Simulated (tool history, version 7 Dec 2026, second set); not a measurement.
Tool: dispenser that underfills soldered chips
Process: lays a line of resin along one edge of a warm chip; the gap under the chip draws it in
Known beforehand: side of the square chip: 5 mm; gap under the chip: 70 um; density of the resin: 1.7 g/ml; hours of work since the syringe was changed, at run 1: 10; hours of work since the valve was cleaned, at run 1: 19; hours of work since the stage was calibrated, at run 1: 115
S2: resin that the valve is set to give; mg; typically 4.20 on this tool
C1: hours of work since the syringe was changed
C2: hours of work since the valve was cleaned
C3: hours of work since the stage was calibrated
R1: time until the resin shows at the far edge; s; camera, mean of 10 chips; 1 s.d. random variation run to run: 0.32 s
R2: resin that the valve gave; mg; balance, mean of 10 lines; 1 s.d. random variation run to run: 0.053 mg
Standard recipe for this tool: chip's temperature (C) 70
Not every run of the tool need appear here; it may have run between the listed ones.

run 1 hour=0.0 | chip's_temperature_(C)=70 S2=4.20 | C1=10 C2=19 C3=115 | R1=13.9 R2=4.11
run 2 hour=2.0 | chip's_temperature_(C)=70 S2=4.20 | C1=11 C2=20 C3=116 | R1=15.3 R2=4.15
-- hour=3.2 new syringe of resin
run 3 hour=6.6 | chip's_temperature_(C)=70 S2=4.20 | C1=2 C2=23 C3=119 | R1=10.4 R2=4.16
run 4 hour=8.7 | chip's_temperature_(C)=83 S2=4.20 | C1=4 C2=24 C3=120 | R1=6.6 R2=4.11
run 5 hour=12.2 | chip's_temperature_(C)=83 S2=4.20 | C1=6 C2=27 C3=123 | R1=7.2 R2=4.16
run 6 hour=14.8 | chip's_temperature_(C)=83 S2=4.20 | C1=8 C2=28 C3=124 | R1=8.5 R2=4.01
run 7 hour=18.6 | chip's_temperature_(C)=83 S2=4.20 | C1=10 C2=31 C3=127 | R1=8.6 R2=4.01
-- hour=21.7 new syringe of resin
run 8 hour=22.8 | chip's_temperature_(C)=83 S2=4.20 | C1=1 C2=33 C3=130 | R1=5.7 R2=4.03
run 9 hour=25.7 | chip's_temperature_(C)=83 S2=4.20 | C1=3 C2=35 C3=131 | R1=6.4 R2=4.03
run 10 hour=29.2 | chip's_temperature_(C)=83 S2=4.20 | C1=5 C2=38 C3=134 | R1=6.8 R2=4.11
run 11 hour=32.0 | chip's_temperature_(C)=83 S2=4.20 | C1=7 C2=40 C3=136 | R1=8.2 R2=3.97
run 12 hour=35.6 | chip's_temperature_(C)=83 S2=4.20 | C1=9 C2=42 C3=138 | R1=8.2 R2=3.94
run 13 hour=37.6 | chip's_temperature_(C)=83 S2=4.20 | C1=10 C2=43 C3=139 | R1=9.5 R2=4.04
-- hour=40.0 new syringe of resin
run 14 hour=40.4 | chip's_temperature_(C)=68 S2=4.20 | C1=0 C2=45 C3=141 | R1=11.0 R2=3.93
run 15 hour=42.4 | chip's_temperature_(C)=68 S2=4.20 | C1=2 C2=46 C3=142 | R1=11.3 R2=3.96
run 16 hour=46.4 | chip's_temperature_(C)=68 S2=4.20 | C1=4 C2=49 C3=145 | R1=12.7 R2=3.89
run 17 hour=50.3 | chip's_temperature_(C)=68 S2=4.20 | C1=7 C2=51 C3=147 | R1=13.5 R2=4.06
run 18 hour=52.2 | chip's_temperature_(C)=68 S2=4.20 | C1=8 C2=53 C3=149 | R1=14.7 R2=3.99
run 19 hour=56.2 | chip's_temperature_(C)=68 S2=4.20 | C1=11 C2=55 C3=151 | R1=15.8 R2=4.03
-- hour=58.3 new syringe of resin
run 20 hour=60.7 | chip's_temperature_(C)=68 S2=4.20 | C1=2 C2=58 C3=154 | R1=11.3 R2=4.00
run 21 hour=64.7 | chip's_temperature_(C)=56 S2=4.80 | C1=4 C2=61 C3=157 | R1=19.5 R2=4.42
run 22 hour=67.0 | chip's_temperature_(C)=83 S2=4.80 | C1=6 C2=62 C3=158 | R1=7.2 R2=4.63
run 23 hour=69.7 | chip's_temperature_(C)=65 S2=5.00 | C1=8 C2=64 C3=160 | R1=15.2 R2=4.70
run 24 hour=72.4 | chip's_temperature_(C)=70 S2=3.81 | C1=9 C2=66 C3=162 | R1=13.9 R2=3.57
run 25 hour=74.7 | chip's_temperature_(C)=62 S2=5.05 | C1=11 C2=67 C3=163 | R1=19.6 R2=4.70
-- hour=76.7 new syringe of resin
run 26 hour=77.7 | chip's_temperature_(C)=70 S2=4.89 | C1=1 C2=69 C3=165 | R1=9.9 R2=4.71
run 27 hour=81.9 | chip's_temperature_(C)=70 S2=4.89 | C1=3 C2=72 C3=168 | R1=10.6 R2=4.52
run 28 hour=86.1 | chip's_temperature_(C)=57 S2=3.92 | C1=6 C2=75 C3=171 | R1=22.3 R2=3.63
run 29 hour=88.3 | chip's_temperature_(C)=63 S2=4.20 | C1=8 C2=76 C3=172 | R1=17.8 R2=3.94
run 30 hour=92.3 | chip's_temperature_(C)=63 S2=4.20 | C1=10 C2=79 C3=175 | R1=20.1 R2=3.89
-- hour=95.0 new syringe of resin
run 31 hour=96.6 | chip's_temperature_(C)=79 S2=5.31 | C1=1 C2=81 C3=177 | R1=6.9 R2=4.88
run 32 hour=100.7 | chip's_temperature_(C)=60 S2=4.40 | C1=4 C2=84 C3=180 | R1=17.2 R2=4.06
run 33 hour=104.2 | chip's_temperature_(C)=82 S2=5.18 | C1=6 C2=86 C3=182 | R1=7.6 R2=4.83
run 34 hour=106.9 | chip's_temperature_(C)=75 S2=4.20 | C1=8 C2=88 C3=184 | R1=10.7 R2=3.93
run 35 hour=109.8 | chip's_temperature_(C)=68 S2=4.06 | C1=10 C2=90 C3=186 | R1=15.8 R2=3.71
run 36 hour=112.7 | chip's_temperature_(C)=70 S2=5.02 | C1=12 C2=92 C3=188 | R1=15.1 R2=4.56
-- hour=113.4 new syringe of resin
run 37 hour=115.5 | chip's_temperature_(C)=70 S2=4.62 | C1=1 C2=94 C3=190 | R1=10.4 R2=4.26

What if the next run were any one of these 4? Each begins from the tool's condition after run 37:
run A hour=119.1 | chip's_temperature_(C)=72 S2=5.12 | C1=4 C2=96 C3=192 | R1=? R2=?
run B hour=119.1 | chip's_temperature_(C)=59 S2=4.97 | C1=4 C2=96 C3=192 | R1=? R2=?
run C hour=119.1 | chip's_temperature_(C)=85 S2=5.33 | C1=4 C2=96 C3=192 | R1=? R2=?
run D hour=119.1 | chip's_temperature_(C)=73 S2=4.34 | C1=4 C2=96 C3=192 | R1=? R2=?

run=A R1=9.9 R2=4.64
run=B R1=17.8 R2=4.57
run=C R1=5.7 R2=4.91
run=D R1=9.6 R2=3.92
The same runs, with their run-to-run variation unchanged, on a tool lacking any hidden condition would have given:
run=A R1=8.8 R2=5.10
run=B R1=15.9 R2=5.02
run=C R1=5.0 R2=5.39
run=D R1=8.5 R2=4.31

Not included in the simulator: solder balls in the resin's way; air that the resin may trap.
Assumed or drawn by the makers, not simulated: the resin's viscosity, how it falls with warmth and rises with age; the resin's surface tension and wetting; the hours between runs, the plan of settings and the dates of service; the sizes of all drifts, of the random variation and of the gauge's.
